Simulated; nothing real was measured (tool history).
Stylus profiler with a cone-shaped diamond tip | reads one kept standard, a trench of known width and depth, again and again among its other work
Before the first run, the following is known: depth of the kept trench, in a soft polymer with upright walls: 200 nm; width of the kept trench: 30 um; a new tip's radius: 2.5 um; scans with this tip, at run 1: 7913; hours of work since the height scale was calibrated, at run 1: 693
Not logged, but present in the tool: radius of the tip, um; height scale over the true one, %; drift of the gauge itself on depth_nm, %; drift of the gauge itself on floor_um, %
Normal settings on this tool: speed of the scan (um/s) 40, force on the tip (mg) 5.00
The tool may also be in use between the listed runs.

run	hour	speed of the scan (um/s)	force on the tip (mg)	scans with this tip	hours of work since the height scale was calibrated	depth of the trench (angstrom)	width of the trench's floor (µm)
1	0.0	40	5.00	7913	693	2037.1	27.47
2	26.9	40	3.75	8145	713	2031.9	27.48
3	46.6	145	5.00	8314	728	2036.4	27.00
4	78.3	32	5.00	8587	752	2038.7	27.48
5	94.0	40	5.57	8723	764	2040.9	27.46
6	113.7	40	5.57	8893	779	2040.1	27.45
7	138.5	40	5.57	9107	798	2040.0	27.47
8	159.6	40	5.57	9289	814	2040.1	27.46
9	192.6	40	5.57	9573	838	2040.0	27.38
10	206.2	40	5.57	9690	849	2040.4	27.45
11	222.5	40	3.43	9830	861	2030.3	27.37
12	249.6	40	3.43	10064	881	2033.3	27.35
13	276.1	40	3.43	10292	901	2032.7	27.41
14	297.6	40	2.05	10478	918	2024.1	27.28
15	321.9	12	2.57	10687	936	2027.9	27.51
16	352.9	60	6.81	10954	959	2047.8	27.30
17	383.9	60	6.81	11221	983	2047.2	27.35
18	406.2	45	2.42	11413	1000	2026.4	27.27
19	429.3	45	2.42	11612	1017	2026.9	27.21
20	458.5	48	8.35	11864	1039	2053.3	27.35
21	480.6	40	1.97	12055	1056	2023.6	27.25
22	496.5	21	3.21	12192	1068	2031.0	27.39
23	519.7	97	7.42	12392	1085	2049.0	27.06
24	534.0	97	7.42	12515	1096	2051.6	27.16
25	548.6	20	4.70	12641	1107	2038.3	27.41
26	570.3	20	4.70	12827	1123	2039.5	27.35

Below are 4 alternative next runs, each starting from the tool's condition after run 26. Predict each:
A	597.5	49	6.43	13062	1144	?	?
B	597.5	42	4.70	13062	1144	?	?
C	597.5	105	5.68	13062	1144	?	?
D	597.5	11	5.00	13062	1144	?	?

run	depth of the trench (angstrom)	width of the trench's floor (µm)
A	2049.1	27.29
B	2040.8	27.28
C	2043.2	26.96
D	2040.4	27.36
With the hidden condition removed and each run's random variation left untouched, the same runs would have given:
run	depth of the trench (angstrom)	width of the trench's floor (µm)
A	2041.6	27.86
B	2033.4	27.85
C	2035.8	27.54
D	2033.0	27.94
